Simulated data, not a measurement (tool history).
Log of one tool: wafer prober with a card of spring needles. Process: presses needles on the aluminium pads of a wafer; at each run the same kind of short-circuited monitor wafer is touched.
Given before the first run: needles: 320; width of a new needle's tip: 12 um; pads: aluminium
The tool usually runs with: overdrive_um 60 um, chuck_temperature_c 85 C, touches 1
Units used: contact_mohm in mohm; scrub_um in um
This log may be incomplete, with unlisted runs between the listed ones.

run 1 hour=0 | overdrive_um=60 chuck_temperature_c=85 touches=1 | contact_mohm=288 scrub_um=7.65
run 2 hour=30.4 | overdrive_um=60 chuck_temperature_c=85 touches=1 | contact_mohm=291 scrub_um=7.65
run 3 hour=62.1 | overdrive_um=60 chuck_temperature_c=85 touches=1 | contact_mohm=291 scrub_um=7.65
run 4 hour=77.1 | overdrive_um=60 chuck_temperature_c=85 touches=1 | contact_mohm=290 scrub_um=7.7
run 5 hour=94.3 | overdrive_um=56 chuck_temperature_c=85 touches=1 | contact_mohm=295 scrub_um=7.16
run 6 hour=121.5 | overdrive_um=56 chuck_temperature_c=85 touches=1 | contact_mohm=290 scrub_um=7.18
run 7 hour=138 | overdrive_um=42 chuck_temperature_c=85 touches=2 | contact_mohm=296 scrub_um=5.42
run 8 hour=152.8 | overdrive_um=45 chuck_temperature_c=31 touches=1 | contact_mohm=282 scrub_um=5.77
run 9 hour=176.2 | overdrive_um=45 chuck_temperature_c=31 touches=1 | contact_mohm=276 scrub_um=5.76
run 10 hour=189.8 | overdrive_um=60 chuck_temperature_c=115 touches=2 | contact_mohm=300 scrub_um=7.7
run 11 hour=222.9 | overdrive_um=53 chuck_temperature_c=88 touches=2 | contact_mohm=296 scrub_um=6.8

Withheld: 5 entries from between the runs. Position of each, and hidden state at the listed run before versus the listed run after:
From run 1 to run 2: tips cleaned on abrasive film (hour 11.1)
  debris on the tips, nm: 1 -> 0.8; drift of the gauge itself on scrub_um, %: 0 -> 0.09
  measured value less the no-hidden-state value, scrub_um: +0 -> +0.01 um
From run 2 to run 3: tips cleaned on abrasive film (hour 62.1)
  debris on the tips, nm: 0.8 -> 0.1; drift of the gauge itself on scrub_um, %: 0.09 -> 0.18
  measured value less the no-hidden-state value, scrub_um: +0.01 -> +0.01 um
From run 5 to run 6: tips cleaned on abrasive film (hour 114.9)
  debris on the tips, nm: 0.9 -> 0.5; drift of the gauge itself on scrub_um, %: 0.27 -> 0.34
  measured value less the no-hidden-state value, scrub_um: +0.02 -> +0.03 um
From run 8 to run 9: tips cleaned on abrasive film (hour 166.3)
  debris on the tips, nm: 0.9 -> 0.6; way that the needles fall short of the set height, um: 0 -> 0.01; drift of the gauge itself on scrub_um, %: 0.43 -> 0.5
  measured value less the no-hidden-state value, scrub_um: +0.03 -> +0.03 um
From run 10 to run 11: tips cleaned on abrasive film (hour 217)
  debris on the tips, nm: 0.9 -> 0.4; drift of the gauge itself on scrub_um, %: 0.54 -> 0.63
  measured value less the no-hidden-state value, scrub_um: +0.04 -> +0.04 um
